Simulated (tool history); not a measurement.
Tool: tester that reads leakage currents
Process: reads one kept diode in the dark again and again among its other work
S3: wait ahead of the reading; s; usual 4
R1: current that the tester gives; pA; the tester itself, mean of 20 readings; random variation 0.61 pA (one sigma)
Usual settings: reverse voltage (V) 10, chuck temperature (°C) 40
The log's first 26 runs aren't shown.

{"hour": 4071.9, "done": "probe card cleaned and baked"}
{"run": 27, "hour": 4147.0, "reverse voltage (V)": 3.3, "chuck temperature (°C)": 40, "S3": 4, "R1": 136.28}
{"run": 28, "hour": 4283.6, "reverse voltage (V)": 3.3, "chuck temperature (°C)": 40, "S3": 4, "R1": 136.8}
{"hour": 4420.3, "done": "chuck's temperature calibrated"}
{"run": 29, "hour": 4487.8, "reverse voltage (V)": 3.3, "chuck temperature (°C)": 40, "S3": 4, "R1": 124.85}
{"run": 30, "hour": 4591.1, "reverse voltage (V)": 3.3, "chuck temperature (°C)": 40, "S3": 4, "R1": 126.13}
{"run": 31, "hour": 4746.3, "reverse voltage (V)": 2, "chuck temperature (°C)": 48, "S3": 4.63, "R1": 177.23}
{"run": 32, "hour": 4879.0, "reverse voltage (V)": 4.3, "chuck temperature (°C)": 22, "S3": 4, "R1": 37.49}
{"run": 33, "hour": 4977.2, "reverse voltage (V)": 4.3, "chuck temperature (°C)": 22, "S3": 4, "R1": 37.86}
{"run": 34, "hour": 5092.3, "reverse voltage (V)": 4.3, "chuck temperature (°C)": 22, "S3": 4, "R1": 38.51}
{"run": 35, "hour": 5204.6, "reverse voltage (V)": 4.8, "chuck temperature (°C)": 52, "S3": 4, "R1": 354.5}
{"run": 36, "hour": 5422.8, "reverse voltage (V)": 1.8, "chuck temperature (°C)": 51, "S3": 5.54, "R1": 214.92}
{"run": 37, "hour": 5661.5, "reverse voltage (V)": 5.1, "chuck temperature (°C)": 27, "S3": 0.55, "R1": 66.5}
{"run": 38, "hour": 5764.8, "reverse voltage (V)": 4.1, "chuck temperature (°C)": 34, "S3": 2.62, "R1": 97.5}
{"run": 39, "hour": 5866.5, "reverse voltage (V)": 4.1, "chuck temperature (°C)": 34, "S3": 2.62, "R1": 98.98}

3 ways to go on from here, each from the tool as it stands after run 39. What would each give?
{"run": "A", "hour": 6004.7, "reverse voltage (V)": 13.1, "chuck temperature (°C)": 40, "S3": 2.86, "R1": "?"}
{"run": "B", "hour": 6004.7, "reverse voltage (V)": 4.1, "chuck temperature (°C)": 34, "S3": 9.02, "R1": "?"}
{"run": "C", "hour": 6004.7, "reverse voltage (V)": 4.1, "chuck temperature (°C)": 32, "S3": 2.78, "R1": "?"}

run=A R1=265.67
run=B R1=99.28
run=C R1=86.18
Without the tool's hidden state the same runs would have given:
run=A R1=232.43
run=B R1=87.02
run=C R1=75.12
